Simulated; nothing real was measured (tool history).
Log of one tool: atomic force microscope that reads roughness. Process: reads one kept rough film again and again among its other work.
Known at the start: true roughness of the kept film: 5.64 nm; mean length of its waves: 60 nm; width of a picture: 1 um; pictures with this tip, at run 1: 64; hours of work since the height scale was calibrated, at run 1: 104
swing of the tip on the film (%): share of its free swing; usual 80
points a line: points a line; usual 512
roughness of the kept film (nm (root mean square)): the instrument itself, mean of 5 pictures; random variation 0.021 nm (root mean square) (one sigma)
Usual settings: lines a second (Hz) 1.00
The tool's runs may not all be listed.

| run | day | lines a second (Hz) | swing of the tip on the film (%) | points a line | pictures with this tip | hours of work since the height scale was calibrated | roughness of the kept film (nm (root mean square)) |
|---|---|---|---|---|---|---|---|
| 1 | 0.000 | 1.00 | 80 | 512 | 64 | 104 | 4.899 |
| 2 | 0.262 | 1.00 | 71 | 512 | 68 | 107 | 5.069 |
| 3 | 0.625 | 1.00 | 71 | 512 | 74 | 111 | 5.051 |
| 4 | 0.858 | 1.00 | 88 | 512 | 78 | 113 | 4.763 |
| 5 | 1.271 | 1.00 | 88 | 512 | 85 | 118 | 4.750 |
| 6 | 1.608 | 1.00 | 85 | 512 | 91 | 121 | 4.821 |
| 7 | 1.962 | 1.00 | 85 | 512 | 97 | 125 | 4.820 |
| 8 | 2.392 | 1.00 | 85 | 512 | 104 | 129 | 4.772 |
| 9 | 2.683 | 1.00 | 85 | 512 | 109 | 132 | 4.802 |
| 10 | 2.912 | 1.00 | 85 | 512 | 112 | 135 | 4.785 |
| 11 | 3.192 | 1.00 | 85 | 512 | 117 | 137 | 4.805 |
| 12 | 3.608 | 1.00 | 55 | 512 | 124 | 142 | 5.164 |
| 13 | 3.800 | 1.00 | 55 | 512 | 127 | 144 | 5.111 |
| 14 | 3.992 | 1.00 | 55 | 512 | 130 | 146 | 5.097 |
| 15 | 4.275 | 1.00 | 55 | 512 | 135 | 149 | 5.091 |
| 16 | 4.704 | 1.00 | 80 | 512 | 142 | 153 | 4.835 |
| 17 | 4.962 | 1.00 | 80 | 512 | 147 | 156 | 4.832 |
| 18 | 5.142 | 1.45 | 71 | 868 | 150 | 158 | 4.890 |
| 19 | 5.496 | 0.76 | 80 | 257 | 156 | 161 | 4.869 |
| 20 | 5.875 | 0.76 | 80 | 257 | 162 | 165 | 4.868 |
| 21 | 6.154 | 3.05 | 68 | 512 | 167 | 168 | 4.591 |
| 22 | 6.329 | 1.77 | 63 | 1009 | 169 | 170 | 4.858 |
| 23 | 6.742 | 1.77 | 63 | 1009 | 176 | 174 | 4.860 |
| 24 | 7.025 | 1.65 | 78 | 1009 | 181 | 177 | 4.636 |
| 25 | 7.392 | 1.55 | 77 | 621 | 187 | 181 | 4.689 |
| 26 | 7.621 | 1.21 | 80 | 969 | 191 | 183 | 4.676 |
| 27 | 7.942 | 1.21 | 80 | 969 | 196 | 187 | 4.717 |
| 28 | 8.296 | 3.95 | 74 | 690 | 202 | 190 | 4.217 |
| 29 | 8.608 | 3.77 | 62 | 553 | 207 | 194 | 4.639 |
| 30 | 8.825 | 3.77 | 62 | 553 | 211 | 196 | 4.641 |
| 31 | 9.121 | 1.02 | 64 | 439 | 216 | 199 | 4.920 |
| 32 | 9.454 | 0.60 | 80 | 411 | 222 | 202 | 4.901 |
| 33 | 9.875 | 0.95 | 80 | 661 | 229 | 207 | 4.727 |

Forecast each of these 5 alternatives for the next run:
| A | 10.167 | 1.79 | 56 | 464 | 234 | 210 | ? |
| B | 10.167 | 0.89 | 80 | 512 | 234 | 210 | ? |
| C | 10.167 | 1.48 | 80 | 567 | 234 | 210 | ? |
| D | 10.167 | 1.56 | 80 | 512 | 234 | 210 | ? |
| E | 10.167 | 3.43 | 55 | 661 | 234 | 210 | ? |

| run | roughness of the kept film (nm (root mean square)) |
|---|---|
| A | 4.876 |
| B | 4.717 |
| C | 4.588 |
| D | 4.532 |
| E | 4.809 |
Without the tool's hidden state the same runs would have given:
| run | roughness of the kept film (nm (root mean square)) |
|---|---|
| A | 5.210 |
| B | 5.040 |
| C | 4.902 |
| D | 4.842 |
| E | 5.138 |
